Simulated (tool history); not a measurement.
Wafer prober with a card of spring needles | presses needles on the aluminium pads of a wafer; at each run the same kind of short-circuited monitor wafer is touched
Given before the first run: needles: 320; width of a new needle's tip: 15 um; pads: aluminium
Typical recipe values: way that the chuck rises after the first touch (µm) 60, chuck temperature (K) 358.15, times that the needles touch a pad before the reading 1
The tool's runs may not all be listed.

run,hour,way that the chuck rises after the first touch (µm),chuck temperature (K),times that the needles touch a pad before the reading,resistance of one needle with its contact and lead (mohm),way that a needle slides on the pad (µm)
1,0,60,358.15,1,262,8.63
# hour 14.4: tips cleaned on abrasive film
# hour 40.1: tips cleaned on abrasive film
2,62.2,60,358.15,1,299,8.63
# hour 68.2: tips cleaned on abrasive film
# hour 94.2: tips cleaned on abrasive film
3,94.2,60,317.15,1,170,8.63
# hour 120.5: tips cleaned on abrasive film
# hour 145.7: tips cleaned on abrasive film
4,151.4,60,317.15,1,233,8.52
# hour 170.2: tips cleaned on abrasive film
5,183.9,60,358.15,1,283,8.54
# hour 196.5: tips cleaned on abrasive film
# hour 202.4: height of the first contact set anew
6,215.6,60,358.15,1,307,8.42
# hour 223.4: tips cleaned on abrasive film
# hour 250.2: tips cleaned on abrasive film
# hour 276.3: tips cleaned on abrasive film
7,279.7,60,358.15,1,227,8.45
# hour 301.1: tips cleaned on abrasive film
8,317.8,60,358.15,1,303,8.38
# hour 327.7: tips cleaned on abrasive film
9,344.9,60,358.15,1,306,8.38
# hour 353.5: tips cleaned on abrasive film
# hour 378.5: tips cleaned on abrasive film
10,388.7,60,358.15,1,279,8.34
# hour 405.5: tips cleaned on abrasive film
11,423.8,60,358.15,1,316,8.28
# hour 434: tips cleaned on abrasive film
# hour 462.5: tips cleaned on abrasive film
12,485.8,60,358.15,1,318,8.27
# hour 489.1: tips cleaned on abrasive film
# hour 515.4: tips cleaned on abrasive film
# hour 525: height of the first contact set anew, once more
13,536.1,60,358.15,1,304,8.75
# hour 541: tips cleaned on abrasive film
# hour 569.9: tips cleaned on abrasive film
14,588.6,60,358.15,1,298,8.7
# hour 596.6: tips cleaned on abrasive film
15,615.3,60,358.15,1,307,8.75
# hour 621.4: tips cleaned on abrasive film
# hour 646.9: tips cleaned on abrasive film
16,647.5,49,336.15,3,178,7.11
# hour 673.3: tips cleaned on abrasive film
# hour 698.9: tips cleaned on abrasive film
17,698.9,47,365.15,2,187,6.73
# hour 725.5: tips cleaned on abrasive film
# hour 750.5: tips cleaned on abrasive film
18,751.2,42,367.15,1,230,5.98
# hour 774.5: tips cleaned on abrasive film
19,796.8,72,368.15,1,272,10.34
# hour 800.4: tips cleaned on abrasive film
# hour 826.3: tips cleaned on abrasive film
20,828.2,80,368.15,1,186,11.48
# hour 855.1: tips cleaned on abrasive film
21,871.5,80,368.15,1,246,11.45
# hour 880.5: tips cleaned on abrasive film
# hour 905.3: tips cleaned on abrasive film
# hour 908.8: height of the first contact set anew
22,918.5,60,383.15,1,290,8.71
# hour 934: tips cleaned on abrasive film
# hour 958.4: tips cleaned on abrasive film
23,958.4,44,318.15,1,189,6.38
# hour 983.1: tips cleaned on abrasive film
# hour 1008.4: tips cleaned on abrasive film
24,1015.2,43,304.15,1,325,6.15
# hour 1036.1: tips cleaned on abrasive film
# hour 1059.7: tips cleaned on abrasive film
25,1079.5,43,304.15,1,454,6.23
# hour 1084.9: tips cleaned on abrasive film
# hour 1112.8: tips cleaned on abrasive film
26,1130.7,52,304.15,1,355,7.48
# hour 1139.4: tips cleaned on abrasive film
# hour 1165: tips cleaned on abrasive film
27,1172.9,53,388.15,1,302,7.56
# hour 1189.3: tips cleaned on abrasive film
28,1202.8,53,388.15,1,338,7.55
# hour 1214.6: tips cleaned on abrasive film
# hour 1239.1: tips cleaned on abrasive film
29,1254.8,53,388.15,1,351,7.56

What if the next run were any one of these 3? Each begins from the tool's condition after run 29:
# hour 1263.6: tips cleaned on abrasive film
# hour 1289.8: tips cleaned on abrasive film
# hour 1295.5: height of the first contact set anew
A,1313.2,60,321.15,2,?,?
# hour 1263.6: tips cleaned on abrasive film
# hour 1289.8: tips cleaned on abrasive film
# hour 1295.5: height of the first contact set anew
B,1313.2,45,380.15,1,?,?
# hour 1263.6: tips cleaned on abrasive film
# hour 1289.8: tips cleaned on abrasive film
# hour 1295.5: height of the first contact set anew
C,1313.2,79,324.15,1,?,?

run,resistance of one needle with its contact and lead (mohm),way that a needle slides on the pad (µm)
A,259,8.75
B,422,6.59
C,252,11.53
Without the tool's unlogged condition, the same runs would have read:
run,resistance of one needle with its contact and lead (mohm),way that a needle slides on the pad (µm)
A,160,8.75
B,176,6.59
C,155,11.53
